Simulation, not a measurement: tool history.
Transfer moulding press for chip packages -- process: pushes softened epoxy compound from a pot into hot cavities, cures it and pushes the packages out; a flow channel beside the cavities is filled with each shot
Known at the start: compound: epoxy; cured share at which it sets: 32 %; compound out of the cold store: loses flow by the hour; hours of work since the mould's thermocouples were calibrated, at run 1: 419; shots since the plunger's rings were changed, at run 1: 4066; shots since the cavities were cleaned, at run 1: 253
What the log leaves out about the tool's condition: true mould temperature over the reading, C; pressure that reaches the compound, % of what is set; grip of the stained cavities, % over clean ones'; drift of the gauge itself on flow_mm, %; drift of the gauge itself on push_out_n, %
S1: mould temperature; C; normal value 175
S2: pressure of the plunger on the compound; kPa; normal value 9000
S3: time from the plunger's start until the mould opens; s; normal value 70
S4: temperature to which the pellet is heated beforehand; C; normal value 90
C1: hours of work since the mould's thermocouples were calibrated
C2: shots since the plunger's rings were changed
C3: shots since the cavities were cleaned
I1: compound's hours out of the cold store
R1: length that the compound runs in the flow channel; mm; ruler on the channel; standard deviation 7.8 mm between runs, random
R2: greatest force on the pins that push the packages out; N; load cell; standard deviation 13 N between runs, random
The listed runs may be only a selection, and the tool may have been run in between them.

run   hour   S1    S2  S3  S4   C1    C2   C3    I1   R1    R2
  1      0  175  9000  70  90  419  4066  253  18.4  899  1039
      13.6  -- cavities cleaned with cleaning compound and waxed
  2   17.8  173  9000  70  90  432  4400   85  44.5  854  1746
  3   35.2  180  9000  70  90  445  4757  442  36.6  827  1092
      40.1  -- cavities cleaned with cleaning compound and waxed
  4   54.5  175  9000  70  84  460  5124  296    44  821  1087
      66.6  -- cavities cleaned with cleaning compound and waxed, once more
  5   74.3  175  9000  70  84  474  5501  160  33.2  821   881
      86.7  -- plunger's sealing rings changed
      95.4  -- cavities cleaned with cleaning compound and waxed
  6   98.6  175  9000  70  84  490   214   68  16.8  969   833
  7  112.2  175  9000  70  84  501   492  346    44  894  1106
     122.4  -- cavities cleaned with cleaning compound and waxed
  8  123.4  175  9000  70  90  508   692   22    10  977   739
  9  140.4  175  9000  70  90  522  1041  371  29.2  918  1115
     148.1  -- cavities cleaned with cleaning compound and waxed
 10  151.5  175  9000  70  90  529  1239   70  12.7  954   827

Predict the results of run 11:
 11  160.7  175  9000  97  90  537  1427  258  19.4   ?   ?

{"run 11": {"R1": 942, "R2": 599}}
The same run, on a tool lacking any hidden state, would have yielded R1 964 mm, R2 379 N.
